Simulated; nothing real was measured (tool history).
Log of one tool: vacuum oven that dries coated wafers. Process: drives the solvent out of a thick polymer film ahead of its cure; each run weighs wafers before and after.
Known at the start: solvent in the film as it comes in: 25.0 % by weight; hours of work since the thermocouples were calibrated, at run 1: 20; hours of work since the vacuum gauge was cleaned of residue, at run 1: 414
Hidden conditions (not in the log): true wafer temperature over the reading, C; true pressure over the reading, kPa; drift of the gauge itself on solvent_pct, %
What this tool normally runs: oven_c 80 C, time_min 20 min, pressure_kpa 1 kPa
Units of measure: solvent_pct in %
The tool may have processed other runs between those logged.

run	day	oven_c	time_min	pressure_kpa	hours of work since the thermocouples were calibrated	hours of work since the vacuum gauge was cleaned of residue	solvent_pct
1	0	80	20	1	20	414	2.07
2	0.846	69	20	1	31	425	6.83
3	1.738	80	12	1	43	437	4.95
4	2.546	80	12	1	54	448	4.96
5	3.042	80	12	1	61	455	4.89
# day 3.175: oven's thermocouples calibrated
6	3.95	80	12	1	11	466	5.03
7	4.796	80	12	1	22	478	4.98
# day 5.588: oven's thermocouples calibrated, once more
8	5.588	76	18	2.63	0	487	4.66
9	6.429	75	23	0.72	11	499	3.18
10	6.933	78	12	1.56	18	506	6.12
11	7.475	78	11	1	26	513	6.69

5 ways to go on from here, each from the tool as it stands after run 11. What would each give?
A	8.162	78	11	0.58	35	522	?
B	8.162	78	36	1	35	522	?
C	8.162	80	15	1	35	522	?
D	8.162	78	23	2.01	35	522	?
E	8.162	72	11	0.79	35	522	?

run	solvent_pct
A	6.57
B	0.82
C	3.77
D	2.49
E	9.63
Stripped of hidden state, with their random variation kept, the same runs would have yielded:
run	solvent_pct
A	6.37
B	0.72
C	3.6
D	2.33
E	9.43
